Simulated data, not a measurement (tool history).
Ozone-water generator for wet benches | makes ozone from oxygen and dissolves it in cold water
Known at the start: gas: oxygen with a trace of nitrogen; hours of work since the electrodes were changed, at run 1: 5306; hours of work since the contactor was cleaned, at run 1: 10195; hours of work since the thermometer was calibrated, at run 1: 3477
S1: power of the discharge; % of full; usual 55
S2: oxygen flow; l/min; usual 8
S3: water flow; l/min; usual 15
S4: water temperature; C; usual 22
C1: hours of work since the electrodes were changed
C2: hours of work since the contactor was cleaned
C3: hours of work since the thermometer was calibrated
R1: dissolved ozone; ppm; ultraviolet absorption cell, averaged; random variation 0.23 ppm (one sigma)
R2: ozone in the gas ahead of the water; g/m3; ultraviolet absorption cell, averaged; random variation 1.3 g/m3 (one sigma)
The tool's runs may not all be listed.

run 1 hour=0 | S1=55 S2=8 S3=15 S4=22 | C1=5306 C2=10195 C3=3477 | R1=30 R2=225.7
run 2 hour=140.5 | S1=55 S2=8 S3=15 S4=22 | C1=5410 C2=10299 C3=3581 | R1=29.8 R2=225.9
run 3 hour=295 | S1=55 S2=8 S3=15 S4=22 | C1=5525 C2=10414 C3=3696 | R1=30 R2=225.5
run 4 hour=457 | S1=55 S2=8 S3=15 S4=22 | C1=5646 C2=10534 C3=3817 | R1=30.1 R2=226
run 5 hour=613.6 | S1=55 S2=8.14 S3=15 S4=22 | C1=5762 C2=10651 C3=3933 | R1=29.8 R2=224.5
run 6 hour=708.4 | S1=55 S2=6.24 S3=15 S4=22 | C1=5832 C2=10721 C3=4003 | R1=30.3 R2=247.7
-- hour=826.1 contactor cleaned
run 7 hour=835.4 | S1=55 S2=6.24 S3=15 S4=22 | C1=5924 C2=7 C3=4095 | R1=31.6 R2=248.6
run 8 hour=1006.8 | S1=55 S2=6.22 S3=15 S4=22 | C1=6051 C2=134 C3=4222 | R1=31.7 R2=248.4
-- hour=1160.2 water thermometer calibrated
run 9 hour=1169 | S1=55 S2=8 S3=9 S4=22 | C1=6171 C2=254 C3=7 | R1=40.4 R2=223.5
run 10 hour=1343.3 | S1=55 S2=8 S3=11 S4=22 | C1=6301 C2=384 C3=136 | R1=36.4 R2=220.1
run 11 hour=1431.7 | S1=55 S2=8 S3=11 S4=22 | C1=6366 C2=449 C3=202 | R1=36.7 R2=222.4
run 12 hour=1575 | S1=55 S2=8 S3=15 S4=16 | C1=6473 C2=556 C3=308 | R1=35.1 R2=223.4
run 13 hour=1762.5 | S1=55 S2=8 S3=15 S4=23 | C1=6612 C2=695 C3=447 | R1=30.1 R2=221.7
run 14 hour=1846.1 | S1=55 S2=8 S3=15 S4=23 | C1=6674 C2=757 C3=509 | R1=30.3 R2=223.7
run 15 hour=2002.8 | S1=55 S2=8 S3=15 S4=23 | C1=6790 C2=874 C3=626 | R1=30.6 R2=223.4
run 16 hour=2123.9 | S1=93 S2=8 S3=15 S4=22 | C1=6880 C2=964 C3=716 | R1=40.7 R2=295.9
run 17 hour=2220.1 | S1=93 S2=8 S3=15 S4=22 | C1=6952 C2=1035 C3=787 | R1=41.1 R2=294.9
run 18 hour=2328.5 | S1=45 S2=14.22 S3=23 S4=19 | C1=7032 C2=1116 C3=868 | R1=22.4 R2=158.3
run 19 hour=2483.7 | S1=45 S2=14.22 S3=23 S4=19 | C1=7148 C2=1231 C3=983 | R1=22.4 R2=158.9
run 20 hour=2588 | S1=55 S2=7.69 S3=17 S4=22 | C1=7225 C2=1308 C3=1061 | R1=28.9 R2=225.3
run 21 hour=2758 | S1=55 S2=7.69 S3=17 S4=22 | C1=7351 C2=1435 C3=1187 | R1=28.4 R2=224.4
run 22 hour=2930.9 | S1=94 S2=8 S3=15 S4=30 | C1=7480 C2=1563 C3=1315 | R1=34.3 R2=291.2
run 23 hour=3058 | S1=94 S2=7.03 S3=17 S4=30 | C1=7574 C2=1657 C3=1410 | R1=32.3 R2=309.2
run 24 hour=3144.7 | S1=94 S2=8.29 S3=17 S4=30 | C1=7639 C2=1722 C3=1474 | R1=31.8 R2=288.8
run 25 hour=3322.3 | S1=78 S2=8 S3=9 S4=22 | C1=7770 C2=1854 C3=1606 | R1=46.9 R2=263.8
run 26 hour=3482 | S1=53 S2=8 S3=9 S4=22 | C1=7889 C2=1972 C3=1725 | R1=38.2 R2=214.9
run 27 hour=3583.7 | S1=76 S2=4.89 S3=22 S4=15 | C1=7965 C2=2048 C3=1800 | R1=29.7 R2=317
run 28 hour=3695.3 | S1=53 S2=6.74 S3=11 S4=15 | C1=8047 C2=2131 C3=1883 | R1=41 R2=231
run 29 hour=3807.5 | S1=47 S2=9.2 S3=14 S4=15 | C1=8131 C2=2214 C3=1966 | R1=33.5 R2=190.1
run 30 hour=3909 | S1=47 S2=9.2 S3=20 S4=30 | C1=8206 C2=2290 C3=2042 | R1=19.9 R2=191.4
run 31 hour=4051.9 | S1=47 S2=9.2 S3=20 S4=30 | C1=8312 C2=2396 C3=2148 | R1=19.9 R2=191.3
run 32 hour=4190.2 | S1=85 S2=8.84 S3=13 S4=14 | C1=8415 C2=2498 C3=2251 | R1=48.6 R2=262.4
run 33 hour=4296.8 | S1=85 S2=8.84 S3=23 S4=14 | C1=8494 C2=2578 C3=2330 | R1=33.6 R2=263.9

Some steps in R1 between neighbouring runs. How much of each would the tool show without its hidden state too (settings, what came in, random variation), and how much is left for the hidden state, with any gauge scatter that isn't in both results?
The hidden state here: yield of the discharge, % of new electrodes'; contactor's efficiency, % of a clean one's; true water temperature over the reading, C; drift of the gauge itself on ozone_ppm, %; drift of the gauge itself on gas_g_m3, %.
Run 15 -> 16: S1 55 -> 93, S4 23 -> 22. R1 +10.1 ppm: hidden state -2.1, all else +12.2.
Run 17 -> 18: S1 93 -> 45, S2 8 -> 14.22, S3 15 -> 23, S4 22 -> 19. R1 -18.7 ppm: hidden state +2.8, all else -21.5.
Run 24 -> 25: S1 94 -> 78, S2 8.29 -> 8, S3 17 -> 9, S4 30 -> 22. R1 +15.1 ppm: hidden state -1.4, all else +16.5.
Run 31 -> 32: S1 47 -> 85, S2 9.2 -> 8.84, S3 20 -> 13, S4 30 -> 14. R1 +28.7 ppm: hidden state -4.9, all else +33.6.
